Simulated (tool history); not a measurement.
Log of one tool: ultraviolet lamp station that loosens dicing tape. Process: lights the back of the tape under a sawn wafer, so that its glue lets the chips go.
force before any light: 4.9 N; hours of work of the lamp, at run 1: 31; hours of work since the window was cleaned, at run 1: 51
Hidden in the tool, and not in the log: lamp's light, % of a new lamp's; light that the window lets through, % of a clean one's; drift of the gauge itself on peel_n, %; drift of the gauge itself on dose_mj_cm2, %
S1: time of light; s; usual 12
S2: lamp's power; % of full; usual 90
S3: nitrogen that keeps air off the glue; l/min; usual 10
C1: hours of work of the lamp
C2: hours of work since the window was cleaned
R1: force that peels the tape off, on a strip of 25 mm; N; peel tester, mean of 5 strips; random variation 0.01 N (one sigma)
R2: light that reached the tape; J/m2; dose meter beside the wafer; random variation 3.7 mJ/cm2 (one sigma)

run	day	S1	S2	S3	C1	C2	R1	R2
1	0	12	90	10	31	51	0.441	6240
2	0.704	12	90	10	44	64	0.448	6200
3	1.175	12	91	10	52	73	0.452	6290
4	1.538	12	91	10	59	79	0.443	6260
5	2.004	12	73	10	68	88	0.648	5100
6	2.804	12	75	10	83	103	0.617	5190
7	3.15	12	75	10	89	109	0.61	5220
8	3.85	12	90	10	102	122	0.465	6310
9	4.404	12	90	10	112	132	0.46	6210
10	5.138	12	90	10	126	146	0.449	6250
11	5.929	12	90	10	140	160	0.459	6220
12	6.742	12	90	15	155	175	0.4	6190
13	7.138	12	90	15	162	183	0.391	6240
14	7.908	12	90	10	177	197	0.459	6200
15	8.379	12	90	10	185	206	0.457	6240
16	8.896	12	90	16	195	215	0.397	6210
17	9.621	12	90	16	208	228	0.39	6240
18	10.146	12	90	16	218	238	0.391	6280
19	10.638	12	90	16	227	247	0.39	6250
20	11.167	9	90	10	237	257	0.733	4690
21	11.55	11	90	10	244	264	0.516	5770
22	12.308	11	90	10	258	278	0.55	5720
23	12.842	14	90	4	268	288	0.555	7230
24	13.362	12	93	10	277	298	0.443	6470
25	13.9	19	72	14	287	307	0.284	7950
# day 14.275: window cleaned of glue's vapour
26	14.55	12	91	3	299	5	0.77	6270
27	14.912	12	91	3	306	12	0.802	6310
28	15.296	17	91	13	313	19	0.257	8870
29	15.762	17	91	13	321	27	0.256	8910
30	16.15	12	63	5	328	35	1.076	4340
31	16.533	12	64	18	335	42	0.646	4390
32	17.288	12	77	8	349	56	0.673	5360
33	17.938	11	82	3	361	68	1.038	5150
34	18.529	11	82	3	372	78	1.039	5190
35	19.333	11	82	3	387	93	1.01	5250
36	19.742	8	94	3	395	101	1.285	4360
37	20.192	8	94	3	403	109	1.323	4290
38	20.671	8	94	3	412	118	1.322	4330
39	21.392	8	68	4	425	131	1.715	3140
40	22.15	19	87	12	439	145	0.254	9530
41	22.675	16	67	9	449	155	0.48	6200
42	23.179	12	81	4	458	164	0.816	5600

Hidden state at the last listed run before each entry between runs and at the first one after, where it differs:
Between runs 25 and 26: window cleaned of glue's vapour (day 14.275)
  light that the window lets through, % of a clean one's: 99.8 -> 100

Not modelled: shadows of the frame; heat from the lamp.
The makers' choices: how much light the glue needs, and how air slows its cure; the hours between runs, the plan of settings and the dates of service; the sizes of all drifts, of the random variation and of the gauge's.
